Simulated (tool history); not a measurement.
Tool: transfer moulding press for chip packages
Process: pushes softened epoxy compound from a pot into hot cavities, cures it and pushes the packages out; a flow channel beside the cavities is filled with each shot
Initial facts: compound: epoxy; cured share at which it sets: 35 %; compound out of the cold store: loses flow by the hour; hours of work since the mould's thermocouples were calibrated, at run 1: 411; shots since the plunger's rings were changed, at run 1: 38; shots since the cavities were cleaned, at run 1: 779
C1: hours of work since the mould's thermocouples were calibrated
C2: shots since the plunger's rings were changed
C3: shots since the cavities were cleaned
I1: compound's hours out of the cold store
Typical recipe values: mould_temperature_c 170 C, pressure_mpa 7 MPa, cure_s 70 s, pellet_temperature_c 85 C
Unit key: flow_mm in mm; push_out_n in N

{"run": 1, "day": 0.0, "mould_temperature_c": 170, "pressure_mpa": 7, "cure_s": 70, "pellet_temperature_c": 85, "C1": 411, "C2": 38, "C3": 779, "I1": 34.8, "flow_mm": 737, "push_out_n": 678}
{"day": 0.596, "done": "cavities cleaned with cleaning compound and waxed"}
{"run": 2, "day": 1.246, "mould_temperature_c": 170, "pressure_mpa": 7, "cure_s": 70, "pellet_temperature_c": 85, "C1": 430, "C2": 556, "C3": 284, "I1": 18.3, "flow_mm": 800, "push_out_n": 880}
{"day": 2.996, "done": "cavities cleaned with cleaning compound and waxed"}
{"run": 3, "day": 3.588, "mould_temperature_c": 170, "pressure_mpa": 7, "cure_s": 70, "pellet_temperature_c": 85, "C1": 467, "C2": 1555, "C3": 258, "I1": 36.9, "flow_mm": 711, "push_out_n": 546}
{"day": 5.346, "done": "cavities cleaned with cleaning compound and waxed"}
{"run": 4, "day": 5.396, "mould_temperature_c": 175, "pressure_mpa": 7, "cure_s": 70, "pellet_temperature_c": 85, "C1": 495, "C2": 2321, "C3": 21, "I1": 46, "flow_mm": 650, "push_out_n": 386}
{"run": 5, "day": 7.325, "mould_temperature_c": 175, "pressure_mpa": 7, "cure_s": 70, "pellet_temperature_c": 85, "C1": 526, "C2": 3166, "C3": 866, "I1": 17.4, "flow_mm": 761, "push_out_n": 621}
{"day": 7.788, "done": "cavities cleaned with cleaning compound and waxed"}
{"run": 6, "day": 8.962, "mould_temperature_c": 175, "pressure_mpa": 7, "cure_s": 70, "pellet_temperature_c": 84, "C1": 552, "C2": 3858, "C3": 516, "I1": 13, "flow_mm": 775, "push_out_n": 538}
{"day": 10.212, "done": "cavities cleaned with cleaning compound and waxed"}
{"run": 7, "day": 10.212, "mould_temperature_c": 175, "pressure_mpa": 7, "cure_s": 70, "pellet_temperature_c": 84, "C1": 571, "C2": 4377, "C3": 0, "I1": 21.1, "flow_mm": 725, "push_out_n": 383}
{"run": 8, "day": 11.775, "mould_temperature_c": 175, "pressure_mpa": 7, "cure_s": 70, "pellet_temperature_c": 84, "C1": 596, "C2": 5063, "C3": 686, "I1": 14.8, "flow_mm": 745, "push_out_n": 559}
{"day": 12.275, "done": "mould's thermocouples calibrated"}
{"day": 12.658, "done": "cavities cleaned with cleaning compound and waxed"}
{"day": 12.967, "done": "plunger's sealing rings changed"}
{"run": 9, "day": 13.596, "mould_temperature_c": 175, "pressure_mpa": 7, "cure_s": 70, "pellet_temperature_c": 84, "C1": 19, "C2": 276, "C3": 365, "I1": 19.5, "flow_mm": 800, "push_out_n": 512}
{"day": 14.742, "done": "cavities cleaned with cleaning compound and waxed, once more"}
{"run": 10, "day": 14.804, "mould_temperature_c": 175, "pressure_mpa": 7, "cure_s": 70, "pellet_temperature_c": 84, "C1": 37, "C2": 779, "C3": 27, "I1": 23.8, "flow_mm": 762, "push_out_n": 400}
{"run": 11, "day": 16.983, "mould_temperature_c": 164, "pressure_mpa": 7.61, "cure_s": 94, "pellet_temperature_c": 86, "C1": 72, "C2": 1733, "C3": 981, "I1": 28.6, "flow_mm": 799, "push_out_n": 648}
{"day": 17.208, "done": "cavities cleaned with cleaning compound and waxed"}
{"run": 12, "day": 18.2, "mould_temperature_c": 164, "pressure_mpa": 6.21, "cure_s": 94, "pellet_temperature_c": 86, "C1": 91, "C2": 2240, "C3": 434, "I1": 8.3, "flow_mm": 811, "push_out_n": 564}
{"day": 19.533, "done": "cavities cleaned with cleaning compound and waxed"}
{"run": 13, "day": 19.729, "mould_temperature_c": 164, "pressure_mpa": 7.19, "cure_s": 70, "pellet_temperature_c": 86, "C1": 115, "C2": 2882, "C3": 85, "I1": 36.7, "flow_mm": 721, "push_out_n": 754}
{"day": 21.925, "done": "cavities cleaned with cleaning compound and waxed"}
{"run": 14, "day": 22.133, "mould_temperature_c": 177, "pressure_mpa": 6.92, "cure_s": 57, "pellet_temperature_c": 87, "C1": 152, "C2": 3909, "C3": 91, "I1": 14.3, "flow_mm": 757, "push_out_n": 515}
{"run": 15, "day": 23.967, "mould_temperature_c": 170, "pressure_mpa": 7.01, "cure_s": 89, "pellet_temperature_c": 85, "C1": 182, "C2": 4713, "C3": 895, "I1": 36.9, "flow_mm": 671, "push_out_n": 566}

What does the tool deliver on the next run?
{"day": 24.454, "done": "cavities cleaned with cleaning compound and waxed"}
{"run": 16, "day": 25.267, "mould_temperature_c": 170, "pressure_mpa": 7.49, "cure_s": 75, "pellet_temperature_c": 85, "C1": 202, "C2": 5255, "C3": 356, "I1": 12.5, "flow_mm": "?", "push_out_n": "?"}

Run 16 gave flow_mm 797 mm, push_out_n 566 N.
With the hidden condition absent and the run-to-run variation left alone, this run would have shown flow_mm 886 mm, push_out_n 419 N.
